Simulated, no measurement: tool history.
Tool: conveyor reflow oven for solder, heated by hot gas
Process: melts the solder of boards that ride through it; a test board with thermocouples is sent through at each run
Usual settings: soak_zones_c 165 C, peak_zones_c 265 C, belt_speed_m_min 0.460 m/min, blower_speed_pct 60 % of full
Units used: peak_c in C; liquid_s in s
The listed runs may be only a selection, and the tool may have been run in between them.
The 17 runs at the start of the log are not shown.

| run | hour | soak_zones_c | peak_zones_c | belt_speed_m_min | blower_speed_pct | peak_c | liquid_s |
|---|---|---|---|---|---|---|---|
| 18 | 531.7 | 151 | 257 | 0.484 | 76 | 237.1 | 41.7 |
| 19 | 555.7 | 165 | 254 | 0.460 | 60 | 234.8 | 43.3 |
| 20 | 575.1 | 165 | 254 | 0.460 | 60 | 234.9 | 43.0 |
| 21 | 600.9 | 165 | 254 | 0.460 | 60 | 234.9 | 42.6 |
| 22 | 622.3 | 154 | 269 | 0.460 | 60 | 244.7 | 51.8 |
| 23 | 654.5 | 176 | 256 | 0.388 | 75 | 246.5 | 78.0 |
| 24 | 679.0 | 176 | 256 | 0.388 | 75 | 246.7 | 80.1 |
| 25 | 708.0 | 176 | 256 | 0.388 | 75 | 246.3 | 78.8 |

Run 26 comes next. What will it give?
| 26 | 749.7 | 176 | 256 | 0.386 | 54 | ? | ? |

{"run 26": {"peak_c": 242.2, "liquid_s": 70.1}}
The same run, on a tool lacking any hidden state, would have yielded peak_c 242.2 C, liquid_s 70.1 s.
